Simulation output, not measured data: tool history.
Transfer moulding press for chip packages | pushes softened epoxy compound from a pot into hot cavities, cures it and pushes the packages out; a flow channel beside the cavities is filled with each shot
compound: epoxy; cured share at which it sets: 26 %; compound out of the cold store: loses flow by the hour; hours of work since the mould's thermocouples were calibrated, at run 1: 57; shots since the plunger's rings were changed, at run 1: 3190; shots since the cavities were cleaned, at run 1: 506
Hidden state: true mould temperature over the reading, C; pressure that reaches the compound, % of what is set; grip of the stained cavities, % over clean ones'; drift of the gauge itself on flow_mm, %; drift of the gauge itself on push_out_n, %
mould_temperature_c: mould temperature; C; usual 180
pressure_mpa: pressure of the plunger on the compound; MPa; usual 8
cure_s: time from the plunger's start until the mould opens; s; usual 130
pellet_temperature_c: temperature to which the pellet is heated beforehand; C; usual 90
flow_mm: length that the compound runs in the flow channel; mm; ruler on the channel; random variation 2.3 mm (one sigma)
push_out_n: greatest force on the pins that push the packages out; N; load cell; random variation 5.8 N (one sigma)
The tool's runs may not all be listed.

run     day  mould_temperature_c  pressure_mpa  cure_s  pellet_temperature_c  hours of work since the mould's thermocouples were calibrated  shots since the plunger's rings were changed  shots since the cavities were cleaned  incoming compound's hours out of the cold store  flow_mm  push_out_n
  1       0                  180             8     130                    90                                                             57                                          3190                                    506                                             28.1      706         351
  2     1.2                  180          6.21     130                    90                                                             70                                          3391                                    707                                             35.7      604         395
      1.742  -- cavities cleaned with cleaning compound and waxed
  3   3.158                  180          6.21     130                    90                                                             90                                          3709                                    238                                             31.1      610         303
      3.996  -- plunger's sealing rings changed
  4   4.875                  180             8     130                    90                                                            107                                           148                                    508                                             44.7      691         338
  5   6.317                  180             8     130                    90                                                            123                                           390                                    750                                             32.6      721         376
      6.496  -- cavities cleaned with cleaning compound and waxed
  6   8.125                  180             8     130                    90                                                            142                                           682                                    272                                             26.3      738         315
  7    10.6                  180             8     130                    90                                                            168                                          1098                                    688                                             37.3      704         372
     11.221  -- cavities cleaned with cleaning compound and waxed
  8  11.767                  180             8     130                    90                                                            180                                          1283                                     92                                             43.6      679         252
  9  12.896                  180          8.63     130                    90                                                            192                                          1472                                    281                                             26.9      750         318
 10  14.925                  180          8.63     163                    90                                                            214                                          1812                                    621                                             30.4      743         352
     15.871  -- cavities cleaned with cleaning compound and waxed
 11  17.342                  180          8.63     163                    90                                                            239                                          2207                                    247                                             41.6      701         271
 12  18.342                  180          8.63     163                    90                                                            250                                          2374                                    414                                             36.8      718         320
 13  19.433                  180             8     130                    97                                                            262                                          2557                                    597                                             21.7      735         357
     20.588  -- cavities cleaned with cleaning compound and waxed
 14  21.562                  180             8     130                    97                                                            284                                          2904                                    164                                             16.6      745         287
 15  23.058                  185             8     151                    90                                                            300                                          3154                                    414                                             40.6      664         308
 16  24.733                  180          6.53     130                    90                                                            318                                          3436                                    696                                             15.6      672         372
     25.346  -- cavities cleaned with cleaning compound and waxed
 17  26.517                  178          8.52     115                    81                                                            336                                          3724                                    196                                             40.1      693         355
     27.175  -- plunger's sealing rings changed
 18  28.908                  178          8.52     115                    81                                                            361                                           290                                    579                                               20      788         478
     30.096  -- cavities cleaned with cleaning compound and waxed
 19  31.367                  178          9.92     115                    81                                                            387                                           692                                    213                                               36      792         386
 20  32.417                  178          9.92     115                    81                                                            398                                           868                                    389                                             31.5      802         441
 21  34.238                  180          9.76     130                    90                                                            417                                          1173                                    694                                               12      859         377
     34.854  -- cavities cleaned with cleaning compound and waxed
     36.554  -- mould's thermocouples calibrated
 22  36.675                  180             8     130                    90                                                              1                                          1558                                    292                                             25.4      733         311
 23    39.1                  185           7.5     130                    98                                                             27                                          1964                                    698                                              9.5      744         333
     39.638  -- cavities cleaned with cleaning compound and waxed
 24  40.183                  185           7.5     130                    98                                                             38                                          2135                                     91                                             13.1      735         248
 25  42.667                  185           7.5     130                    98                                                             65                                          2552                                    508                                             21.4      702         329
     44.338  -- cavities cleaned with cleaning compound and waxed
 26  44.996                  177           7.5     143                    98                                                             89                                          2931                                    109                                             35.1      669         247
 27  46.525                  182          6.97     130                    87                                                            106                                          3188                                    366                                             14.6      695         316
 28  48.354                  178             8     154                    90                                                            125                                          3495                                    673                                               29      703         355

Forecast each of these 3 alternatives for the next run:
     49.158  -- cavities cleaned with cleaning compound and waxed
      50.45  -- plunger's sealing rings changed
  A  50.838                  180             8     130                    90                                                            150                                            65                                    264                                             19.5        ?           ?
     49.158  -- cavities cleaned with cleaning compound and waxed
      50.45  -- plunger's sealing rings changed
  B  50.838                  179             8     154                    90                                                            150                                            65                                    264                                             26.8        ?           ?
     49.158  -- cavities cleaned with cleaning compound and waxed
      50.45  -- plunger's sealing rings changed
  C  50.838                  184          7.84     154                    90                                                            150                                            65                                    264                                             27.8        ?           ?

run  flow_mm  push_out_n
  A      768         311
  B      748         267
  C      721         267
Without the tool's hidden state the same runs would have given:
run  flow_mm  push_out_n
  A      770         218
  B      749         186
  C      723         187

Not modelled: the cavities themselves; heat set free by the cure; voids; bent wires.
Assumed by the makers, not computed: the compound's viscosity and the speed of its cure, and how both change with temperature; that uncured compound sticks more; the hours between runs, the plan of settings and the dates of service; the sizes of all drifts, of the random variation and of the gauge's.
